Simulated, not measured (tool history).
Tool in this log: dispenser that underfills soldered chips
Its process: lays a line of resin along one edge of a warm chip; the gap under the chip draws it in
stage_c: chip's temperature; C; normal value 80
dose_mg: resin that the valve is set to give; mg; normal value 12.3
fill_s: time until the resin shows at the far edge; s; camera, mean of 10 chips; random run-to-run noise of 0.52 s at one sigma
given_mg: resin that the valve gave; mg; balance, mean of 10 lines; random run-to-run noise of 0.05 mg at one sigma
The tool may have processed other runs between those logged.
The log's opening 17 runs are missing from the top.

run	day	stage_c	dose_mg	hours of work since the syringe was changed	hours of work since the valve was cleaned	hours of work since the stage was calibrated	fill_s	given_mg
# day 2.575: new syringe of resin
18	2.575	75	12.3	0	3	145	49.1	12.24
19	2.688	75	12.3	2	4	147	52.6	12.20
20	2.846	93	13.5	4	7	150	34.1	13.47
21	3.004	78	13.3	7	10	152	59.5	13.20
22	3.167	78	12.6	10	12	155	66.3	12.38
# day 3.242: new syringe of resin
23	3.312	80	10.5	1	14	157	45.7	10.41
24	3.500	76	13.5	4	17	160	56.1	13.25
25	3.592	76	13.5	6	19	162	60.1	13.23
26	3.771	80	15.7	9	22	164	58.0	15.51
# day 3.896: new syringe of resin
27	3.988	69	14.8	1	25	168	62.4	14.56
28	4.125	66	14.4	4	27	170	74.3	14.10
29	4.271	82	15.7	6	30	172	50.8	15.32
30	4.475	80	13.3	9	33	176	62.9	12.98
# day 4.554: new syringe of resin
31	4.604	80	13.3	1	35	178	42.9	12.93
32	4.746	80	13.3	3	37	180	47.5	12.88
33	4.883	75	13.2	5	39	182	61.5	12.65
34	5.071	65	14.9	8	42	185	94.4	14.41
# day 5.208: new syringe of resin
35	5.271	65	14.9	1	46	188	68.9	14.34
36	5.438	65	14.9	4	48	191	78.3	14.29

What if the next run were any one of these 5? Each begins from the tool's condition after run 36:
A	5.592	65	13.6	6	51	193	?	?
B	5.592	70	11.3	6	51	193	?	?
C	5.592	92	12.3	6	51	193	?	?
D	5.592	77	14.4	6	51	193	?	?
E	5.592	89	12.6	6	51	193	?	?

run	fill_s	given_mg
A	87.0	13.01
B	76.0	10.85
C	38.4	11.69
D	58.6	13.82
E	42.2	12.16
The same runs, with their run-to-run variation unchanged, on a tool lacking any hidden condition would have given:
run	fill_s	given_mg
A	67.3	13.59
B	58.5	11.34
C	29.6	12.21
D	45.4	14.44
E	32.4	12.70

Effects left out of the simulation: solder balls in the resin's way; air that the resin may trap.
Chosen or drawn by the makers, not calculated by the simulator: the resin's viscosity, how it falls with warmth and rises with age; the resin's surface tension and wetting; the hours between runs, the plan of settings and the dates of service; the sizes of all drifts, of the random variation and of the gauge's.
